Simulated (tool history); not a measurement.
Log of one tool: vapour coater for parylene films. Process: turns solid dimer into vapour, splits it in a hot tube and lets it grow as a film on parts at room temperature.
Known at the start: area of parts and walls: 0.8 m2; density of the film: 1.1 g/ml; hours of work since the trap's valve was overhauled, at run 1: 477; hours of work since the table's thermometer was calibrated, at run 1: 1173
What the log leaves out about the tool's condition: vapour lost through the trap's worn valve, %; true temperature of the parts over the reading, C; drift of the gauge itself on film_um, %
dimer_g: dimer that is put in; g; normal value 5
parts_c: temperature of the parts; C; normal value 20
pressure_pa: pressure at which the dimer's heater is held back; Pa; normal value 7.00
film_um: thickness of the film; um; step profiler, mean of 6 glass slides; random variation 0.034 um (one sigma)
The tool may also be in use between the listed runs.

| run | day | dimer_g | parts_c | pressure_pa | hours of work since the trap's valve was overhauled | hours of work since the table's thermometer was calibrated | film_um |
|---|---|---|---|---|---|---|---|
| 1 | 0.000 | 5 | 20 | 7.00 | 477 | 1173 | 2.95 |
| 2 | 1.962 | 5 | 20 | 7.00 | 516 | 1212 | 2.94 |
| 3 | 3.096 | 5 | 20 | 7.00 | 538 | 1235 | 2.89 |
| 4 | 4.388 | 5 | 20 | 7.00 | 564 | 1260 | 2.92 |
|  | 5.758 | trap's valve overhauled |
| 5 | 6.100 | 5 | 20 | 7.00 | 7 | 1291 | 3.38 |
| 6 | 8.058 | 5 | 20 | 7.00 | 46 | 1330 | 3.25 |
| 7 | 9.792 | 5 | 21 | 7.00 | 80 | 1364 | 3.08 |
| 8 | 12.012 | 5 | 20 | 7.30 | 124 | 1408 | 3.20 |
| 9 | 13.629 | 5 | 20 | 7.30 | 156 | 1440 | 3.13 |
| 10 | 15.150 | 5 | 20 | 7.30 | 186 | 1470 | 3.22 |
| 11 | 16.483 | 5 | 20 | 7.30 | 213 | 1497 | 3.18 |
| 12 | 18.238 | 3 | 20 | 7.30 | 248 | 1532 | 1.88 |
| 13 | 20.250 | 3 | 20 | 7.00 | 287 | 1572 | 1.87 |
| 14 | 21.404 | 3 | 24 | 7.00 | 310 | 1595 | 1.50 |
| 15 | 22.946 | 3 | 24 | 7.00 | 341 | 1625 | 1.48 |
| 16 | 24.329 | 3 | 28 | 3.32 | 368 | 1653 | 1.33 |
| 17 | 26.538 | 3 | 28 | 3.32 | 412 | 1696 | 1.33 |
| 18 | 28.542 | 5 | 20 | 2.83 | 452 | 1736 | 3.18 |
|  | 29.217 | table's thermometer calibrated |
| 19 | 29.596 | 5 | 20 | 2.83 | 472 | 7 | 3.39 |
| 20 | 31.833 | 5 | 30 | 7.00 | 517 | 52 | 1.93 |
| 21 | 33.154 | 5 | 24 | 6.13 | 543 | 78 | 2.55 |
| 22 | 35.133 | 5 | 22 | 4.08 | 582 | 117 | 2.89 |
|  | 35.521 | trap's valve overhauled |
| 23 | 36.354 | 5 | 22 | 4.08 | 17 | 138 | 3.23 |
| 24 | 37.612 | 4 | 16 | 2.15 | 42 | 163 | 3.61 |
| 25 | 38.958 | 9 | 20 | 7.00 | 68 | 190 | 6.04 |

Run 26 has not been measured yet. What should we expect?
| 26 | 39.979 | 9 | 20 | 7.00 | 88 | 210 | ? |

Logged for run 26: film_um 6.04 um.
Without the tool's hidden state the same run would have given film_um 6.17 um.
